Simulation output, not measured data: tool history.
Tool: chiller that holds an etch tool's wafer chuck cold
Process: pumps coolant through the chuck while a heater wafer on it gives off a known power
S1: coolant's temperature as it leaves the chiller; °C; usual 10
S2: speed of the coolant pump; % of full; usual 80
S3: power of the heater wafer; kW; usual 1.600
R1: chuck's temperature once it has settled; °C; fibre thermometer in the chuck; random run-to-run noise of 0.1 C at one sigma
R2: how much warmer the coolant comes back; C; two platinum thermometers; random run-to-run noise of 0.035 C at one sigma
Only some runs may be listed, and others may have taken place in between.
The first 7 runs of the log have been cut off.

run	hour	S1	S2	S3	R1	R2
8	141.6	10	80	0.904	17.8	3.70
9	171.5	10	80	0.904	17.7	3.70
10	196.7	10	80	0.874	17.6	3.61
11	224.1	10	80	0.874	17.5	3.65
12	237.8	10	80	0.874	17.5	3.66
13	256.4	10	80	0.874	17.5	3.64
14	284.4	6	80	1.600	19.8	6.59
15	299.3	10	80	1.600	23.8	6.60
16	313.4	10	80	1.600	23.9	6.58
17	341.9	17	80	1.790	32.5	7.34
18	367.1	13	69	1.924	31.2	9.13
19	380.3	0	80	1.480	12.6	6.16
20	399.3	0	80	1.480	13.1	6.20
21	425.5	10	80	1.111	19.6	4.72
22	453.0	10	80	1.111	19.5	4.77
23	472.6	10	80	1.111	19.6	4.79
24	492.4	11	77	1.600	25.1	6.96
25	507.9	6	74	1.600	20.4	7.29
# hour 516.4: gauge calibrated
26	523.3	3	71	1.600	18.0	7.16
27	547.7	6	89	1.633	19.2	5.78
28	578.8	6	79	0.816	13.0	3.31
29	600.9	6	79	0.816	13.0	3.36
30	629.5	2	79	0.816	9.1	3.37
31	652.7	9	61	1.600	25.3	8.50

Each row is a separate what-if for the run after 31, all from the same tool condition, not one after another. Results?
A	682.9	15	61	1.985	?	?
B	682.9	15	81	1.552	?	?
C	682.9	19	61	2.002	?	?
D	682.9	9	91	2.392	?	?

run	R1	R2
A	35.3	10.47
B	28.4	6.18
C	39.4	10.55
D	28.2	8.32
Take away the tool's hidden state, keep each run's random variation, and the runs would have read:
run	R1	R2
A	35.3	10.34
B	28.4	6.05
C	39.4	10.42
D	28.2	8.19
